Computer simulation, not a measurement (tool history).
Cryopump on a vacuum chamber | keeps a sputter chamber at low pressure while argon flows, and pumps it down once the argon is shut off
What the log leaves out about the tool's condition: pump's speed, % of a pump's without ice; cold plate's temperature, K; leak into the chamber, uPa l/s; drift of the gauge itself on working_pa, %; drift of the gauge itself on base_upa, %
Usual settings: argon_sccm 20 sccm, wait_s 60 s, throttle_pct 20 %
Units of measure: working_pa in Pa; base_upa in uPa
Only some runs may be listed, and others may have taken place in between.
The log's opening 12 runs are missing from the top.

run    hour  argon_sccm  wait_s  throttle_pct  hours of work since the pump was warmed up and emptied  hours of work since the cold head was overhauled  hours of work since the chamber's fittings were tightened  working_pa  base_upa
 13   971.4          20      60            20                                                     235                                              1353                                                       2091      0.1263      3.27
 14  1079.6          20      60            20                                                     294                                              1412                                                       2149      0.1263      3.42
     1090.5  -- leaking fittings of the chamber tightened, without venting
 15  1185.9          20      60            20                                                     350                                              1469                                                         52      0.1272      1.65
 16  1249.9          20     222            20                                                     385                                              1503                                                         86      0.1275      0.75
 17  1339.4          20     222            20                                                     434                                              1552                                                        135      0.1279      0.80
 18  1428.2           9      51            42                                                     482                                              1600                                                        183      0.0288      2.08
 19  1520.9          13     134            20                                                     532                                              1650                                                        233      0.0841      1.12
     1574.5  -- pump warmed up, emptied and cooled again
 20  1578.3          13     134            20                                                       2                                              1679                                                        262      0.0810      1.03
 21  1651.0           8     204            42                                                      41                                              1718                                                        301      0.0236      0.90
 22  1710.4          17      58            40                                                      74                                              1750                                                        334      0.0537      1.84
 23  1777.3          17      58            40                                                     110                                              1787                                                        370      0.0537      1.91
 24  1825.3          14      58            40                                                     136                                              1813                                                        396      0.0440      1.90
 25  1906.8          14      58            40                                                     180                                              1857                                                        440      0.0446      2.04
 26  2014.0          21      60            17                                                     238                                              1915                                                        498      0.1554      2.04

Expected results for the next run?
 27  2101.3          20      60            52                                                     286                                              1962                                                        546           ?         ?

{"run 27": {"working_pa": 0.0506, "base_upa": 2.03}}
With the hidden condition absent and the run-to-run variation left alone, this run would have shown working_pa 0.0475 Pa, base_upa 1.47 uPa.
